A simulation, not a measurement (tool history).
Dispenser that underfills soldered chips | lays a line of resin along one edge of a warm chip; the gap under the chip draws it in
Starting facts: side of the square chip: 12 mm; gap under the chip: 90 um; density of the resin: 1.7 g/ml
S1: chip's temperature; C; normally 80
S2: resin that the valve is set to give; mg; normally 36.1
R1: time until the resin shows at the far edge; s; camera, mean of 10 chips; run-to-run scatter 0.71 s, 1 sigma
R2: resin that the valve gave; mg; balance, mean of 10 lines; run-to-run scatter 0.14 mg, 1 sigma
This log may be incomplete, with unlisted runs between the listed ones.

{"run": 1, "hour": 0.0, "S1": 80, "S2": 36.1, "R1": 79.6, "R2": 35.17}
{"run": 2, "hour": 3.9, "S1": 80, "S2": 36.1, "R1": 92.3, "R2": 35.0}
{"hour": 8.8, "done": "new syringe of resin"}
{"run": 3, "hour": 10.7, "S1": 84, "S2": 36.1, "R1": 61.2, "R2": 34.67}
{"run": 4, "hour": 13.7, "S1": 80, "S2": 36.1, "R1": 81.1, "R2": 34.64}
{"run": 5, "hour": 19.3, "S1": 80, "S2": 31.0, "R1": 108.7, "R2": 29.74}
{"hour": 22.4, "done": "new syringe of resin"}
{"run": 6, "hour": 23.8, "S1": 80, "S2": 31.0, "R1": 69.5, "R2": 29.61}
{"run": 7, "hour": 28.1, "S1": 80, "S2": 31.0, "R1": 84.5, "R2": 29.81}
{"hour": 33.5, "done": "dispensing valve cleaned and set on the balance"}
{"run": 8, "hour": 34.3, "S1": 80, "S2": 31.0, "R1": 108.3, "R2": 30.79}
{"hour": 37.2, "done": "new syringe of resin"}
{"run": 9, "hour": 38.0, "S1": 80, "S2": 31.0, "R1": 68.4, "R2": 30.95}
{"run": 10, "hour": 43.7, "S1": 80, "S2": 31.0, "R1": 88.6, "R2": 30.68}
{"run": 11, "hour": 46.8, "S1": 80, "S2": 30.7, "R1": 101.1, "R2": 30.62}
{"hour": 50.9, "done": "new syringe of resin"}
{"run": 12, "hour": 53.0, "S1": 80, "S2": 30.7, "R1": 74.2, "R2": 30.36}
{"run": 13, "hour": 57.9, "S1": 88, "S2": 30.7, "R1": 71.1, "R2": 30.14}
{"run": 14, "hour": 62.3, "S1": 88, "S2": 30.7, "R1": 87.3, "R2": 30.34}
{"hour": 64.6, "done": "new syringe of resin"}
{"run": 15, "hour": 67.9, "S1": 80, "S2": 36.1, "R1": 73.6, "R2": 35.09}
{"run": 16, "hour": 71.8, "S1": 80, "S2": 36.1, "R1": 90.2, "R2": 35.39}
{"run": 17, "hour": 76.7, "S1": 80, "S2": 36.1, "R1": 110.8, "R2": 35.2}
{"hour": 78.4, "done": "new syringe of resin"}
{"run": 18, "hour": 82.3, "S1": 80, "S2": 36.1, "R1": 76.8, "R2": 35.01}
{"run": 19, "hour": 88.9, "S1": 80, "S2": 41.5, "R1": 100.2, "R2": 40.19}
{"hour": 92.1, "done": "new syringe of resin"}
{"run": 20, "hour": 94.8, "S1": 80, "S2": 41.5, "R1": 71.9, "R2": 39.88}
{"run": 21, "hour": 100.8, "S1": 93, "S2": 45.2, "R1": 62.2, "R2": 43.81}
{"hour": 105.7, "done": "new syringe of resin"}
{"run": 22, "hour": 105.7, "S1": 80, "S2": 44.4, "R1": 64.4, "R2": 43.14}
{"run": 23, "hour": 111.7, "S1": 92, "S2": 44.5, "R1": 57.5, "R2": 42.82}
{"run": 24, "hour": 115.7, "S1": 92, "S2": 44.5, "R1": 68.7, "R2": 42.53}
{"hour": 119.4, "done": "new syringe of resin"}
{"run": 25, "hour": 121.1, "S1": 88, "S2": 33.9, "R1": 55.1, "R2": 32.32}
{"hour": 126.0, "done": "dispensing valve cleaned and set on the balance"}
{"run": 26, "hour": 129.1, "S1": 69, "S2": 40.3, "R1": 136.8, "R2": 40.33}
{"run": 27, "hour": 133.3, "S1": 69, "S2": 40.3, "R1": 162.2, "R2": 40.56}
{"hour": 134.1, "done": "new syringe of resin"}
{"run": 28, "hour": 140.6, "S1": 69, "S2": 40.3, "R1": 125.0, "R2": 40.15}
{"run": 29, "hour": 145.9, "S1": 69, "S2": 40.3, "R1": 157.6, "R2": 40.1}
{"hour": 148.1, "done": "new syringe of resin"}
{"run": 30, "hour": 149.2, "S1": 77, "S2": 32.6, "R1": 76.0, "R2": 32.35}
{"run": 31, "hour": 154.6, "S1": 80, "S2": 36.8, "R1": 86.0, "R2": 36.48}
{"hour": 161.9, "done": "new syringe of resin"}
{"run": 32, "hour": 161.9, "S1": 80, "S2": 36.8, "R1": 64.8, "R2": 36.55}
{"run": 33, "hour": 166.8, "S1": 80, "S2": 36.8, "R1": 80.7, "R2": 36.3}
{"run": 34, "hour": 170.1, "S1": 83, "S2": 38.0, "R1": 87.3, "R2": 37.27}

Predict the results of run 35:
{"run": 35, "hour": 174.5, "S1": 83, "S2": 38.0, "R1": "?", "R2": "?"}

{"run 35": {"R1": 102.7, "R2": 37.36}}
The same run, on a tool lacking any hidden state, would have yielded R1 58.4 s, R2 38.15 mg.

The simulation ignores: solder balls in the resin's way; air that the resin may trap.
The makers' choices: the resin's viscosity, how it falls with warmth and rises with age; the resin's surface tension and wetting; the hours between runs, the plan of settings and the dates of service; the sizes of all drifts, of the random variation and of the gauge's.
